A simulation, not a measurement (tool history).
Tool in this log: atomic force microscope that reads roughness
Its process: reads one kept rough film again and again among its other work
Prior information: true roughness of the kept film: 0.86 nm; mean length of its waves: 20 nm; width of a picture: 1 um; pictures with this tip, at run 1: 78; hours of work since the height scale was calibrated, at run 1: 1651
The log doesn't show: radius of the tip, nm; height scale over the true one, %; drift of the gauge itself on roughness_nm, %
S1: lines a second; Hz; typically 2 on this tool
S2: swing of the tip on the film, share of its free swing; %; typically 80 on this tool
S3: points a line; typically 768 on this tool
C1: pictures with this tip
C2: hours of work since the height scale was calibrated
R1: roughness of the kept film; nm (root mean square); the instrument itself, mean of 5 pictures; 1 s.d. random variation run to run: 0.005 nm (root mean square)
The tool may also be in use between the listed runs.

| run | hour | S1 | S2 | S3 | C1 | C2 | R1 |
|---|---|---|---|---|---|---|---|
| 1 | 0 | 2 | 80 | 768 | 78 | 1651 | 0.68 |
| 2 | 32.5 | 2 | 80 | 768 | 115 | 1675 | 0.64 |
| 3 | 61.5 | 2 | 80 | 768 | 148 | 1696 | 0.624 |
|  | 68.8 | new tip fitted |
| 4 | 93.8 | 2 | 80 | 768 | 28 | 1719 | 0.72 |
| 5 | 156.5 | 2.16 | 80 | 768 | 100 | 1765 | 0.641 |
|  | 206.7 | new tip fitted |
| 6 | 220.5 | 2.16 | 80 | 768 | 15 | 1811 | 0.722 |
| 7 | 249.5 | 2 | 80 | 329 | 48 | 1832 | 0.673 |
| 8 | 285.8 | 2 | 80 | 329 | 90 | 1858 | 0.632 |
| 9 | 317 | 2 | 80 | 329 | 125 | 1881 | 0.618 |
|  | 346.1 | new tip fitted |
| 10 | 348.5 | 2 | 80 | 329 | 3 | 1903 | 0.716 |
| 11 | 392.6 | 1.19 | 72 | 694 | 53 | 1935 | 0.746 |
| 12 | 452.4 | 1.1 | 57 | 322 | 121 | 1979 | 0.682 |

Estimate the outcome of run 13 from the log above:
|  | 483.6 | new tip fitted |
| 13 | 511.3 | 1.17 | 69 | 274 | 32 | 2021 | ? |

{"run 13": {"R1": 0.739}}
Were there no unlogged condition in the tool, this run, its random variation unchanged, would have produced R1 0.762 nm (root mean square).
